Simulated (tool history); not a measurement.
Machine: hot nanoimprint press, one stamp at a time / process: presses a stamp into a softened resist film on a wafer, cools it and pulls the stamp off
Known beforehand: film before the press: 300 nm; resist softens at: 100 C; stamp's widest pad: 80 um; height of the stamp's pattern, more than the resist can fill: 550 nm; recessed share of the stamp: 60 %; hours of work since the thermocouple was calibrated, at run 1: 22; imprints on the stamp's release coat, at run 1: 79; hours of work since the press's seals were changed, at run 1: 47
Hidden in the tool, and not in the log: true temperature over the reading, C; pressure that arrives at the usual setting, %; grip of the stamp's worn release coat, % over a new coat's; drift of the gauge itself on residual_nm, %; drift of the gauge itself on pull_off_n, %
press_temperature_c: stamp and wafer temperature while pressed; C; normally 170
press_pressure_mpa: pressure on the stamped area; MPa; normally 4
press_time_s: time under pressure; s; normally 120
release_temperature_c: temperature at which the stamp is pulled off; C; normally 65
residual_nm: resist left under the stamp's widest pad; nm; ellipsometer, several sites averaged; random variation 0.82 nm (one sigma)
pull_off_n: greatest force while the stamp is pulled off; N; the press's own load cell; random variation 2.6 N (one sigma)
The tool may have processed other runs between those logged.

| run | day | press_temperature_c | press_pressure_mpa | press_time_s | release_temperature_c | hours of work since the thermocouple was calibrated | imprints on the stamp's release coat | hours of work since the press's seals were changed | residual_nm | pull_off_n |
|---|---|---|---|---|---|---|---|---|---|---|
| 1 | 0 | 170 | 4 | 120 | 65 | 22 | 79 | 47 | 106 | 115 |
| 2 | 0.429 | 170 | 4 | 120 | 65 | 29 | 102 | 54 | 108.6 | 121 |
| 3 | 0.942 | 170 | 5.47 | 120 | 65 | 37 | 129 | 61 | 94.1 | 121 |
| 4 | 1.362 | 170 | 5.47 | 179 | 65 | 43 | 152 | 68 | 77.9 | 114 |
| 5 | 1.612 | 170 | 4 | 120 | 65 | 47 | 165 | 72 | 109.2 | 114 |
| 6 | 2.092 | 170 | 4 | 120 | 65 | 54 | 191 | 79 | 107.8 | 113 |
| 7 | 2.612 | 170 | 4 | 120 | 65 | 62 | 218 | 87 | 109.5 | 114 |
| 8 | 3.175 | 170 | 4 | 120 | 65 | 70 | 248 | 95 | 107.5 | 119 |
| 9 | 3.412 | 170 | 4 | 120 | 65 | 74 | 261 | 99 | 107.5 | 120 |
| 10 | 3.896 | 170 | 4 | 195 | 65 | 81 | 287 | 106 | 86.9 | 119 |
| 11 | 4.221 | 170 | 4 | 195 | 65 | 86 | 304 | 111 | 86.8 | 122 |
| 12 | 4.654 | 162 | 4 | 120 | 65 | 93 | 327 | 117 | 161.8 | 118 |
| 13 | 5.046 | 181 | 4 | 120 | 65 | 99 | 348 | 123 | 61.1 | 114 |
| 14 | 5.508 | 170 | 6.25 | 61 | 65 | 106 | 373 | 130 | 117.1 | 117 |
| 15 | 5.796 | 170 | 6.25 | 61 | 65 | 110 | 388 | 135 | 118.2 | 117 |
| 16 | 6.333 | 170 | 2.93 | 61 | 51 | 118 | 417 | 143 | 160.5 | 146 |
| 17 | 6.858 | 165 | 5.79 | 68 | 52 | 126 | 445 | 151 | 150.2 | 147 |
| 18 | 7.246 | 180 | 5.59 | 111 | 65 | 132 | 465 | 157 | 57.2 | 116 |
| 19 | 7.504 | 165 | 5.59 | 111 | 65 | 136 | 479 | 161 | 124.6 | 121 |
| 20 | 7.758 | 165 | 2.5 | 111 | 51 | 140 | 493 | 164 | 170.5 | 149 |
| 21 | 8.254 | 170 | 3.21 | 120 | 65 | 147 | 519 | 172 | 118.9 | 119 |
| 22 | 8.729 | 172 | 4 | 120 | 53 | 154 | 544 | 179 | 97.7 | 143 |
| 23 | 9.096 | 172 | 4.83 | 121 | 59 | 160 | 564 | 185 | 90.1 | 135 |

Run 24, settings as shown, results not yet in. Your forecast:
| 24 | 9.496 | 167 | 4 | 120 | 71 | 166 | 585 | 191 | ? | ? |

{"run 24": {"residual_nm": 127.4, "pull_off_n": 107}}
The same run, on a tool lacking any hidden state, would have yielded residual_nm 127.2 nm, pull_off_n 106 N.
